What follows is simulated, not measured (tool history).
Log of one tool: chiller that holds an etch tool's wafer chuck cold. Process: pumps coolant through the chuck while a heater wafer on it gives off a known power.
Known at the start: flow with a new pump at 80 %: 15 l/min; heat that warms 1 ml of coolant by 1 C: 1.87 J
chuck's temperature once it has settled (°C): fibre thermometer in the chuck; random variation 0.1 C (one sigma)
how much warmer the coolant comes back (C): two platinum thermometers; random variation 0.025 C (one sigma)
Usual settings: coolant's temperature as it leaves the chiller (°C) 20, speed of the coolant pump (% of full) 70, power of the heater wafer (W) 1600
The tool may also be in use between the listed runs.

run,hour,coolant's temperature as it leaves the chiller (°C),speed of the coolant pump (% of full),power of the heater wafer (W),chuck's temperature once it has settled (°C),how much warmer the coolant comes back (C)
1,0,20,70,1600,34.9,3.97
2,29.8,20,70,1600,35.1,3.97
3,68,20,70,1600,35.1,3.98
4,104.9,20,70,1600,35.1,3.94
5,129.7,20,70,1310,32.3,3.22
6,161.7,20,70,1310,32.3,3.19
7,188.8,20,70,1310,32.2,3.2
8,232.3,20,70,1310,32.3,3.11
9,273.6,20,70,1310,32.3,3.12
10,309.6,20,70,1310,32.2,3.06
11,353.2,20,70,1310,32.1,3.11
12,385.2,20,70,1310,32.2,3.03
13,406.4,20,70,1310,32.4,3.02
# hour 418.4: gauge calibrated
14,432.8,20,70,1310,32.2,3.27
15,455.8,20,70,1600,35,3.91
16,490.1,20,70,1339,32.8,3.27
17,522.4,20,70,1339,32.7,3.27
18,557.3,19,66,1600,34.5,4.21
19,585.4,20,78,1895,36.5,4.12
20,609.9,21,81,1042,29.8,2.15
21,637.6,21,81,1042,30,2.09
22,655.8,20,67,1523,34.9,3.83
23,697.2,20,73,1600,34.7,3.64
# hour 707.3: chiller's thermometer calibrated
24,728.6,17,73,1604,31.6,3.61
25,769.1,13,78,1604,27.2,3.33
26,790.7,18,70,1254,29.9,2.91
27,834.5,14,94,1611,26.6,2.66
28,865.3,20,62,1600,36.3,4.33
29,905.2,21,78,1600,35,3.23
30,946,11,94,1600,23.3,2.57
31,987,11,67,1117,21.8,2.54
# hour 996.6: gauge calibrated
32,1013.6,12,90,1441,23.8,2.68
33,1041,20,91,1182,29.3,2.17

Forecast each of these 3 alternatives for the next run:
A,1075.4,20,82,985,?,?
B,1075.4,20,91,1420,?,?
C,1075.4,15,88,855,?,?

run,chuck's temperature once it has settled (°C),how much warmer the coolant comes back (C)
A,28.4,2.02
B,31.4,2.58
C,22.2,1.62
Without the tool's hidden state the same runs would have given:
run,chuck's temperature once it has settled (°C),how much warmer the coolant comes back (C)
A,28.4,2.07
B,31.3,2.62
C,22.2,1.67

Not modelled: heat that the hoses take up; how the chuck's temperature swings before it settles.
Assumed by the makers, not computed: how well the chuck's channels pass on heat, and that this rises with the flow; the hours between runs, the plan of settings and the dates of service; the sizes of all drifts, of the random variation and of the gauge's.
